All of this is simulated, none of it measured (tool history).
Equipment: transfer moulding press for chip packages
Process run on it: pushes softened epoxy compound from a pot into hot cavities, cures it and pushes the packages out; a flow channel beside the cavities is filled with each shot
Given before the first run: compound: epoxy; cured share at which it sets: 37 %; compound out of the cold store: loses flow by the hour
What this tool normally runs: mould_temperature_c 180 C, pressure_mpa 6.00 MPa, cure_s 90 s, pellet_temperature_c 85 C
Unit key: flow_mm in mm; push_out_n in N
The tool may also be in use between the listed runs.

run   hour  mould_temperature_c  pressure_mpa  cure_s  pellet_temperature_c  incoming compound's hours out of the cold store  flow_mm  push_out_n
  1    0.0                  180          6.00      90                    85                                             30.5      642         553
  2    9.9                  180          6.00      90                    85                                             12.2      669         633
  3   14.6                  180          6.33      90                    85                                             16.0      685         630
  4   25.7                  180          6.33      90                    85                                             22.2      674         467
  5   30.9                  180          6.00      90                    85                                             18.2      659         531
  6   35.9                  180          6.00      90                    85                                              8.7      683         522
  7   41.0                  180          6.00      90                    85                                             37.3      624         603
  8   45.7                  180          6.00      90                    85                                             19.9      665         585
  9   52.6                  180          6.86      90                    85                                             13.6      748         603
 10   62.9                  180          6.00      90                    85                                             14.6      695         414
 11   68.4                  180          5.75      90                    85                                             30.8      653         463
 12   76.7                  180          6.00      90                    85                                             16.4      693         506
 13   82.8                  180          6.00      90                    85                                             33.3      652         549
 14   88.9                  180          6.00      90                    85                                             10.5      701         573
 15   93.3                  174          6.00      90                    82                                             30.5      685         691
 16  104.9                  179          6.00      90                    82                                             30.8      667         424
 17  113.1                  179          5.51     114                    85                                             39.4      617         451
 18  122.8                  179          5.51     114                    85                                             26.3      647         515
 19  131.4                  180          4.69      74                    86                                             39.9      569         653
 20  140.2                  180          6.00      90                    93                                             27.2      664         640
 21  151.8                  180          5.14      81                    93                                             37.2      598         508
 22  157.3                  187          5.14      81                    93                                             31.9      585         489
 23  165.9                  185          5.14      81                    93                                             19.4      608         541
 24  173.9                  178          5.14      99                    93                                             15.9      640         579
 25  183.1                  178          6.53      99                    78                                             40.5      670         600
 26  189.0                  178          6.53      94                    78                                             15.3      730         455
 27  197.7                  177          4.68      73                    79                                             40.2      572         730
 28  205.4                  177          4.68      94                    91                                             44.7      567         583

Not shown: 8 entries that the log had between the listed runs. Between which runs, and how does the tool's hidden state differ before and after?
After run 3, before run 4: cavities cleaned with cleaning compound and waxed (hour 17.6)
  true mould temperature over the reading, C: 0.76 -> 0.77; pressure that reaches the compound, % of what is set: 91.59 -> 91.36; grip of the stained cavities, % over clean ones': 60.4 -> 22.9
  measured less the result without the state, flow_mm: -34 -> -33 mm; push_out_n: +234 -> +82 N
After run 8, before run 9: plunger's sealing rings changed (hour 49.5)
  pressure that reaches the compound, % of what is set: 90.89 -> 99.87; grip of the stained cavities, % over clean ones': 52.7 -> 56.8
  measured less the result without the state, flow_mm: -35 -> -3 mm; push_out_n: +199 -> +211 N
After run 9, before run 10: cavities cleaned with cleaning compound and waxed (hour 60.3)
  true mould temperature over the reading, C: 0.81 -> 0.83; pressure that reaches the compound, % of what is set: 99.87 -> 99.67; grip of the stained cavities, % over clean ones': 56.8 -> 6.8
  measured less the result without the state, flow_mm: -3 -> -4 mm; push_out_n: +211 -> +21 N
After run 15, before run 16: cavities cleaned with cleaning compound and waxed (hour 100.6)
  true mould temperature over the reading, C: 0.88 -> 0.9; pressure that reaches the compound, % of what is set: 98.97 -> 98.74; grip of the stained cavities, % over clean ones': 56 -> 13.2
  measured less the result without the state, flow_mm: -7 -> -7 mm; push_out_n: +231 -> +42 N
After run 16, before run 17: mould's thermocouples calibrated (hour 107.5)
  true mould temperature over the reading, C: 0.9 -> 1.37; pressure that reaches the compound, % of what is set: 98.74 -> 98.59; grip of the stained cavities, % over clean ones': 13.2 -> 26.9
  measured less the result without the state, flow_mm: -7 -> -9 mm; push_out_n: +42 -> +96 N
After run 20, before run 21: cavities cleaned with cleaning compound and waxed (hour 142.8)
  true mould temperature over the reading, C: 1.41 -> 1.43; pressure that reaches the compound, % of what is set: 97.97 -> 97.74; grip of the stained cavities, % over clean ones': 60.7 -> 24.3
  measured less the result without the state, flow_mm: -11 -> -11 mm; push_out_n: +231 -> +82 N
After run 23, before run 24: mould's thermocouples calibrated, once more (hour 168.9)
  true mould temperature over the reading, C: 1.45 -> -0.05; pressure that reaches the compound, % of what is set: 97.43 -> 97.28; grip of the stained cavities, % over clean ones': 46.6 -> 53
  measured less the result without the state, flow_mm: -12 -> -9 mm; push_out_n: +168 -> +201 N
After run 25, before run 26: cavities cleaned with cleaning compound and waxed (hour 185.3)
  pressure that reaches the compound, % of what is set: 97.06 -> 96.95; grip of the stained cavities, % over clean ones': 61 -> 13.6
  measured less the result without the state, flow_mm: -10 -> -12 mm; push_out_n: +228 -> +54 N
